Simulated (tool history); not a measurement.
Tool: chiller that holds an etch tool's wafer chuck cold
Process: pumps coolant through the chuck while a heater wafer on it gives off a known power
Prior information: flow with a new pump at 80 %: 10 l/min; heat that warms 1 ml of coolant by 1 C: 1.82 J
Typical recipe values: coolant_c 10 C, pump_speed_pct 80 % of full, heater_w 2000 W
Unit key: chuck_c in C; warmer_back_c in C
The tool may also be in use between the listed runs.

run	hour	coolant_c	pump_speed_pct	heater_w	chuck_c	warmer_back_c
1	0	10	80	2000	24.4	6.69
2	30.6	10	80	2000	24.4	6.66
3	68.4	10	80	2000	24.4	6.82
4	100.5	10	80	2000	24.4	6.77
5	129.2	12	80	2000	26.3	6.75
6	161.5	14	80	2000	28.3	6.74
7	183.6	10	80	2000	24.2	6.74
8	209.3	10	80	2000	24.6	6.73
9	240.7	10	80	2000	24.5	6.75
10	269.8	10	80	1282	19.3	4.3
11	294.1	19	60	1298	31	6.02
12	318.2	19	60	1298	31.1	5.98
13	335.5	19	60	1298	30.8	6.02
14	376.2	3	60	2772	28.5	12.83
15	397.2	3	60	2772	28.3	12.81

Branching from run 15: 4 alternative next runs. What would each branch give?
A	426.5	5	63	1811	?	?
B	426.5	3	93	2772	?	?
C	426.5	14	94	2772	?	?
D	426.5	6	67	1027	?	?

run	chuck_c	warmer_back_c
A	21.1	7.99
B	20.9	8
C	31.8	7.91
D	14.7	4.15
With no hidden state in the tool, these same runs would have given:
run	chuck_c	warmer_back_c
A	19.6	7.79
B	19.2	7.8
C	30	7.71
D	13.7	4.04
